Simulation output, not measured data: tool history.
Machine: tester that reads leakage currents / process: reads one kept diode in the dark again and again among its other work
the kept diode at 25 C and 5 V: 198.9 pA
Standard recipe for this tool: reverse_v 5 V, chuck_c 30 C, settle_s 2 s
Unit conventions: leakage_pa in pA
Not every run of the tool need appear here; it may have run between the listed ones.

run,hour,reverse_v,chuck_c,settle_s,leakage_pa
1,0,5,30,2,312.96
2,198.1,5,30,2,313.61
3,347.9,8.83,30,2,439.42
# hour 359.1: tester calibrated
4,562.2,8.83,30,2,440.21
5,751,5,30,3.02,313.95
6,904.4,5,30,3.02,313.25
7,1100.6,5,30,2,312.69
8,1203.5,5,30,2,313.51
9,1357.7,1.3,21,2.12,62.23
10,1460.2,1.3,44,2.12,462.81
11,1600.1,1.05,20,0.43,50.11
12,1694.6,1.05,20,0.43,50.35
13,1852.6,10.5,37,2.21,889.46
14,2001.7,8.14,55,2.72,3238.76

Below are 5 alternative next runs, each starting from the tool's condition after run 14. Predict each:
A,2190.1,5,30,0.37,?
B,2190.1,1.75,51,5.38,?
C,2190.1,6.67,55,2.72,?
D,2190.1,8.14,34,2.72,?
E,2190.1,5,32,2,?

run,leakage_pa
A,317.07
B,964.2
C,2875.67
D,594.22
E,374.11
The same runs, with their run-to-run variation unchanged, on a tool lacking any hidden condition would have given:
run,leakage_pa
A,316.63
B,963.12
C,2872.49
D,593.42
E,373.6
